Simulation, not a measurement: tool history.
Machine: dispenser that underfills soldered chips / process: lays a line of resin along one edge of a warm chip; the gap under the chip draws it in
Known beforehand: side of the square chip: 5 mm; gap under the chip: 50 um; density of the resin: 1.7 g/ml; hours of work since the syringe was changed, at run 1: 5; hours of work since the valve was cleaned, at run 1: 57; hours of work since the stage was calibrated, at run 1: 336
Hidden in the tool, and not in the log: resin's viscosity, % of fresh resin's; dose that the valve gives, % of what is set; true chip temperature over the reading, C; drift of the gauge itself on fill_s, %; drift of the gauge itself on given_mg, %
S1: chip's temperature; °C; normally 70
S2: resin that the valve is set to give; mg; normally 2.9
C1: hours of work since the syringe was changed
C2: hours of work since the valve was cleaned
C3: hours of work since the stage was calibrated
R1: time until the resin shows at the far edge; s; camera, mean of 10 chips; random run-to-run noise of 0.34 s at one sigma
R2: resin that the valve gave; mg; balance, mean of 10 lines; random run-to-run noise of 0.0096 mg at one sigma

{"run": 1, "hour": 0.0, "S1": 70, "S2": 2.9, "C1": 5, "C2": 57, "C3": 336, "R1": 19.7, "R2": 2.826}
{"hour": 3.1, "done": "new syringe of resin"}
{"hour": 14.4, "done": "new syringe of resin"}
{"run": 2, "hour": 14.7, "S1": 70, "S2": 2.9, "C1": 0, "C2": 66, "C3": 345, "R1": 14.3, "R2": 2.814}
{"hour": 26.3, "done": "new syringe of resin"}
{"run": 3, "hour": 27.7, "S1": 70, "S2": 2.9, "C1": 1, "C2": 74, "C3": 352, "R1": 15.3, "R2": 2.798}
{"hour": 38.2, "done": "new syringe of resin"}
{"run": 4, "hour": 42.0, "S1": 70, "S2": 2.9, "C1": 2, "C2": 83, "C3": 361, "R1": 16.6, "R2": 2.783}
{"hour": 50.7, "done": "new syringe of resin"}
{"run": 5, "hour": 52.5, "S1": 70, "S2": 2.6, "C1": 1, "C2": 89, "C3": 367, "R1": 16.2, "R2": 2.477}
{"run": 6, "hour": 59.3, "S1": 70, "S2": 2.9, "C1": 5, "C2": 93, "C3": 372, "R1": 19.7, "R2": 2.783}
{"hour": 62.8, "done": "new syringe of resin"}
{"run": 7, "hour": 72.8, "S1": 70, "S2": 2.9, "C1": 6, "C2": 101, "C3": 380, "R1": 20.2, "R2": 2.759}
{"hour": 74.5, "done": "new syringe of resin"}
{"hour": 86.5, "done": "new syringe of resin"}
{"run": 8, "hour": 87.3, "S1": 70, "S2": 2.57, "C1": 0, "C2": 110, "C3": 388, "R1": 15.9, "R2": 2.431}
{"hour": 97.7, "done": "new syringe of resin"}
{"run": 9, "hour": 100.7, "S1": 60, "S2": 2.9, "C1": 2, "C2": 118, "C3": 396, "R1": 21.7, "R2": 2.723}
{"hour": 109.6, "done": "new syringe of resin"}
{"run": 10, "hour": 114.5, "S1": 70, "S2": 3.27, "C1": 3, "C2": 126, "C3": 405, "R1": 17.2, "R2": 3.066}
{"hour": 121.2, "done": "new syringe of resin"}
{"run": 11, "hour": 126.8, "S1": 70, "S2": 3.27, "C1": 3, "C2": 134, "C3": 412, "R1": 17.2, "R2": 3.062}
{"hour": 133.2, "done": "new syringe of resin"}
{"run": 12, "hour": 134.7, "S1": 70, "S2": 3.27, "C1": 1, "C2": 138, "C3": 417, "R1": 14.8, "R2": 3.067}
{"hour": 145.0, "done": "new syringe of resin"}
{"run": 13, "hour": 145.8, "S1": 63, "S2": 2.92, "C1": 1, "C2": 145, "C3": 424, "R1": 18.2, "R2": 2.727}
{"hour": 149.7, "done": "dispensing valve cleaned and set on the balance"}
{"hour": 157.5, "done": "new syringe of resin"}
{"run": 14, "hour": 161.8, "S1": 71, "S2": 2.5, "C1": 3, "C2": 7, "C3": 433, "R1": 16.2, "R2": 2.475}
{"hour": 169.1, "done": "new syringe of resin"}
{"run": 15, "hour": 172.7, "S1": 74, "S2": 2.55, "C1": 2, "C2": 14, "C3": 439, "R1": 15, "R2": 2.538}
{"run": 16, "hour": 178.8, "S1": 70, "S2": 2.94, "C1": 6, "C2": 18, "C3": 443, "R1": 19.5, "R2": 2.927}
{"hour": 180.9, "done": "new syringe of resin"}
{"hour": 193.0, "done": "new syringe of resin"}
{"run": 17, "hour": 194.2, "S1": 70, "S2": 2.94, "C1": 1, "C2": 27, "C3": 452, "R1": 15.1, "R2": 2.9}
{"hour": 204.9, "done": "new syringe of resin"}
{"run": 18, "hour": 207.0, "S1": 70, "S2": 2.94, "C1": 1, "C2": 34, "C3": 460, "R1": 15.4, "R2": 2.895}
{"hour": 208.8, "done": "stage's temperature calibrated"}
{"run": 19, "hour": 216.4, "S1": 70, "S2": 3.09, "C1": 7, "C2": 40, "C3": 5, "R1": 21.8, "R2": 3.039}
{"hour": 217.6, "done": "new syringe of resin"}
{"hour": 229.6, "done": "new syringe of resin"}
{"run": 20, "hour": 231.4, "S1": 66, "S2": 2.96, "C1": 1, "C2": 48, "C3": 14, "R1": 19.2, "R2": 2.898}
{"hour": 241.1, "done": "new syringe of resin"}
{"run": 21, "hour": 243.4, "S1": 83, "S2": 2.52, "C1": 1, "C2": 56, "C3": 21, "R1": 12.4, "R2": 2.456}

Branching from run 21: 5 alternative next runs. What would each branch give?
{"hour": 252.7, "done": "new syringe of resin"}
{"run": "A", "hour": 254.3, "S1": 80, "S2": 3.6, "C1": 1, "C2": 62, "C3": 27, "R1": "?", "R2": "?"}
{"hour": 252.7, "done": "new syringe of resin"}
{"run": "B", "hour": 254.3, "S1": 59, "S2": 2.52, "C1": 1, "C2": 62, "C3": 27, "R1": "?", "R2": "?"}
{"hour": 252.7, "done": "new syringe of resin"}
{"run": "C", "hour": 254.3, "S1": 83, "S2": 2.96, "C1": 1, "C2": 62, "C3": 27, "R1": "?", "R2": "?"}
{"hour": 252.7, "done": "new syringe of resin"}
{"run": "D", "hour": 254.3, "S1": 60, "S2": 3.62, "C1": 1, "C2": 62, "C3": 27, "R1": "?", "R2": "?"}
{"hour": 252.7, "done": "new syringe of resin"}
{"run": "E", "hour": 254.3, "S1": 56, "S2": 2.56, "C1": 1, "C2": 62, "C3": 27, "R1": "?", "R2": "?"}

run=A R1=11.8 R2=3.5
run=B R1=24.7 R2=2.453
run=C R1=10.6 R2=2.871
run=D R1=20.9 R2=3.518
run=E R1=26.4 R2=2.477
What these runs would have given with no unlogged condition in the tool:
run=A R1=11.1 R2=3.599
run=B R1=22.9 R2=2.522
run=C R1=9.9 R2=2.952
run=D R1=19.5 R2=3.617
run=E R1=24.5 R2=2.547

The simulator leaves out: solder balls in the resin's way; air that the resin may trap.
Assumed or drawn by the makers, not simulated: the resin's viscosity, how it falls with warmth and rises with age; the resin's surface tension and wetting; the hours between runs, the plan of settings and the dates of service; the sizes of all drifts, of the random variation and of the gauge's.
